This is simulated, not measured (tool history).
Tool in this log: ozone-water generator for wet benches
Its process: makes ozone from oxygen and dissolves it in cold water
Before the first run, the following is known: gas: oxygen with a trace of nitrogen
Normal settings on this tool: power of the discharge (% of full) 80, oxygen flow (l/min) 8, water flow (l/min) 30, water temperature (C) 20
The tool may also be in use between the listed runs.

| run | hour | power of the discharge (% of full) | oxygen flow (l/min) | water flow (l/min) | water temperature (C) | dissolved ozone (ppm) | ozone in the gas ahead of the water (g/m3) |
|---|---|---|---|---|---|---|---|
| 1 | 0 | 80 | 8 | 30 | 20 | 25.2 | 220.8 |
| 2 | 107.3 | 80 | 8 | 30 | 20 | 25.2 | 220.9 |
| 3 | 242.8 | 80 | 8 | 30 | 20 | 24.8 | 222.2 |
| 4 | 376 | 80 | 8 | 30 | 20 | 24.8 | 220.3 |
| 5 | 465.4 | 43 | 8 | 30 | 20 | 14.2 | 128.1 |
| 6 | 521.7 | 43 | 8 | 30 | 20 | 14.4 | 128 |
| 7 | 580 | 43 | 8 | 30 | 14 | 15.7 | 128.8 |
| 8 | 691.1 | 80 | 8 | 22 | 20 | 31 | 218.5 |
| 9 | 746.8 | 42 | 8 | 25 | 20 | 16.2 | 125.2 |
| 10 | 862.3 | 80 | 4.12 | 45 | 24 | 14.3 | 303.1 |
| 11 | 973.9 | 80 | 4.12 | 45 | 24 | 14.1 | 304.4 |
| 12 | 1065.7 | 51 | 10.26 | 43 | 19 | 12.1 | 131 |
| 13 | 1129.3 | 43 | 8 | 30 | 19 | 14.5 | 127.9 |
| 14 | 1209.2 | 43 | 8 | 30 | 19 | 14.5 | 126.2 |
| 15 | 1334.1 | 43 | 8 | 30 | 19 | 14.2 | 126.9 |
| 16 | 1418.8 | 78 | 8 | 27 | 22 | 25.1 | 212.7 |

The logged runs with the hidden state left out (each run's random variation unchanged):
Hidden state at play: yield of the discharge, % of new electrodes'; contactor's efficiency, % of a clean one's; true water temperature over the reading, C; drift of the gauge itself on ozone_ppm, %; drift of the gauge itself on gas_g_m3, %.
| run | dissolved ozone (ppm) | ozone in the gas ahead of the water (g/m3) |
|---|---|---|
| 1 | 27.2 | 236.7 |
| 2 | 27.3 | 237.2 |
| 3 | 27 | 239.2 |
| 4 | 27.1 | 237.6 |
| 5 | 14.9 | 133.1 |
| 6 | 15.1 | 133 |
| 7 | 16.5 | 134 |
| 8 | 34 | 236.8 |
| 9 | 17.1 | 130.1 |
| 10 | 15.8 | 329.4 |
| 11 | 15.7 | 331.5 |
| 12 | 13 | 138.4 |
| 13 | 15.4 | 133.6 |
| 14 | 15.5 | 131.9 |
| 15 | 15.2 | 132.8 |
| 16 | 28 | 232.8 |

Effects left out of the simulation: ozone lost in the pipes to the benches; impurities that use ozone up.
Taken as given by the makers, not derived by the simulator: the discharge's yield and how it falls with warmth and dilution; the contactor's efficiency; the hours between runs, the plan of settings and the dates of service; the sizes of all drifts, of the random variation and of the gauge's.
